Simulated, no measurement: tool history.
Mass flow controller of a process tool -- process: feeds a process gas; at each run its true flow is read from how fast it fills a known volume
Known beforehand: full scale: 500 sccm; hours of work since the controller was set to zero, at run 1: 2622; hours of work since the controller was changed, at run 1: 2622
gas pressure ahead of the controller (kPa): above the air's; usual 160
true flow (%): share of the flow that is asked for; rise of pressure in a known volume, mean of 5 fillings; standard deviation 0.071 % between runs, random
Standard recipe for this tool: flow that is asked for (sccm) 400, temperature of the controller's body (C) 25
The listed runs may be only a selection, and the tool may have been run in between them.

| run | day | flow that is asked for (sccm) | gas pressure ahead of the controller (kPa) | temperature of the controller's body (C) | hours of work since the controller was set to zero | hours of work since the controller was changed | true flow (%) |
|---|---|---|---|---|---|---|---|
| 1 | 0 | 400 | 160 | 25 | 2622 | 2622 | 99.3 |
| 2 | 5.496 | 400 | 160 | 25 | 2707 | 2707 | 99.3 |
| 3 | 15.667 | 400 | 160 | 25 | 2863 | 2863 | 99.18 |
| 4 | 22.808 | 400 | 160 | 25 | 2973 | 2973 | 99.43 |
| 5 | 33.175 | 400 | 242 | 25 | 3132 | 3132 | 99.85 |
| 6 | 38.388 | 167 | 242 | 26 | 3212 | 3212 | 101.49 |
|  | 39.2 | controller's zero set anew |
| 7 | 45.417 | 167 | 242 | 26 | 96 | 3320 | 102.03 |
| 8 | 54.588 | 167 | 242 | 37 | 237 | 3461 | 101.44 |

Run 9 comes next. What will it give?
| 9 | 62.088 | 167 | 242 | 37 | 352 | 3576 | ? |

true flow (%): 101.39
Take away the tool's hidden state, keep the run-to-run variation as it was, and the same run would have given true flow (%) 99.08.
